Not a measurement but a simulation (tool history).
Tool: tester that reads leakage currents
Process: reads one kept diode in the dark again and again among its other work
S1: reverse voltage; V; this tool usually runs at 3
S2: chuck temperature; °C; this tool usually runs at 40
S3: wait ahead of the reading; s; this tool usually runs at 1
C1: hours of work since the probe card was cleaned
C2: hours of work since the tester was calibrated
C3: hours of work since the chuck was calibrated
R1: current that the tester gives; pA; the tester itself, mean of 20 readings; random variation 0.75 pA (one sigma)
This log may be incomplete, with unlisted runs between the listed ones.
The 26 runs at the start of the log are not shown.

| run | hour | S1 | S2 | S3 | C1 | C2 | C3 | R1 |
|---|---|---|---|---|---|---|---|---|
| 27 | 2959.9 | 1.1 | 36 | 1.67 | 1149 | 2500 | 422 | 119.7 |
| 28 | 3090.3 | 1.1 | 47 | 5.49 | 1231 | 2581 | 503 | 309.87 |
| 29 | 3189.4 | 3 | 35 | 1 | 1293 | 2643 | 565 | 160.26 |
| 30 | 3309.5 | 12.44 | 53 | 1 | 1368 | 2719 | 641 | 1274.63 |
| 31 | 3404.1 | 1.12 | 40 | 1 | 1427 | 2778 | 700 | 170.27 |
|  | 3418.2 | chuck's temperature calibrated |
| 32 | 3474.2 | 8.86 | 20 | 0.64 | 1470 | 2821 | 35 | 61.35 |
| 33 | 3601.3 | 4.87 | 56 | 1.24 | 1549 | 2900 | 115 | 1144.84 |
| 34 | 3680.7 | 3 | 43 | 4.51 | 1599 | 2950 | 164 | 321.95 |
| 35 | 3756.3 | 3 | 43 | 4.51 | 1646 | 2997 | 212 | 323.88 |
| 36 | 3861.6 | 3.31 | 55 | 1.97 | 1712 | 3063 | 278 | 909.23 |
| 37 | 3992.6 | 2.85 | 27 | 0.92 | 1794 | 3145 | 360 | 75.15 |
| 38 | 4089.5 | 2.85 | 27 | 0.92 | 1855 | 3206 | 420 | 75.31 |

Consider 4 possible next runs. They are alternatives, not a sequence: every one starts from the tool as it was left by run 38. What does each give?
| A | 4163.3 | 1.01 | 42 | 9.95 | 1901 | 3252 | 466 | ? |
| B | 4163.3 | 4.45 | 36 | 0.88 | 1901 | 3252 | 466 | ? |
| C | 4163.3 | 1.46 | 27 | 3.72 | 1901 | 3252 | 466 | ? |
| D | 4163.3 | 16.19 | 43 | 1 | 1901 | 3252 | 466 | ? |

| run | R1 |
|---|---|
| A | 196.7 |
| B | 204.03 |
| C | 57.97 |
| D | 614.33 |
Without the tool's hidden state the same runs would have given:
| run | R1 |
|---|---|
| A | 196.85 |
| B | 204.18 |
| C | 58.01 |
| D | 614.74 |
